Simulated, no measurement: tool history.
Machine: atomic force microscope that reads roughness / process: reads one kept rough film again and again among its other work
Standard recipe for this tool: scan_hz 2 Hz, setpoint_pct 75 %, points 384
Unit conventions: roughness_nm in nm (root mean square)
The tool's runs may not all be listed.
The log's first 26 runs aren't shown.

run	day	scan_hz	setpoint_pct	points	roughness_nm
# day 12.883: new tip fitted
27	12.925	1.63	59	506	1.396
28	13.521	3.7	83	356	1.047
29	13.812	3.7	83	356	1.024
30	14.358	3.71	83	356	0.977
31	14.783	3.71	83	356	0.953
32	15.379	0.59	80	500	1.161
33	15.971	2.77	75	643	1.016
34	16.496	2.2	69	299	1.015
35	16.962	1.07	75	384	1.031
36	17.429	1.07	88	384	0.96
37	17.942	1.07	88	384	0.935
38	18.321	2.25	69	655	0.939
39	18.996	0.62	82	665	0.94
40	19.654	2.56	70	315	0.848
# day 20.196: new tip fitted
41	20.225	3.95	84	384	1.068
42	20.7	0.55	63	346	1.355
43	21.029	1.23	60	882	1.326
44	21.575	2	72	712	1.186
45	21.979	2	72	712	1.145
46	22.588	1.68	70	803	1.133
47	22.871	1.68	70	803	1.109

5 options for the next run, each taken on its own from the tool as it stands now. Forecast them:
A	23.296	0.95	70	888	?
B	23.296	2	76	384	?
C	23.296	0.67	68	415	?
D	23.296	0.75	72	926	?
E	23.296	2	63	384	?

run	roughness_nm
A	1.116
B	1.019
C	1.115
D	1.115
E	1.077
Without the tool's unlogged condition, the same runs would have read:
run	roughness_nm
A	1.41
B	1.288
C	1.409
D	1.41
E	1.361

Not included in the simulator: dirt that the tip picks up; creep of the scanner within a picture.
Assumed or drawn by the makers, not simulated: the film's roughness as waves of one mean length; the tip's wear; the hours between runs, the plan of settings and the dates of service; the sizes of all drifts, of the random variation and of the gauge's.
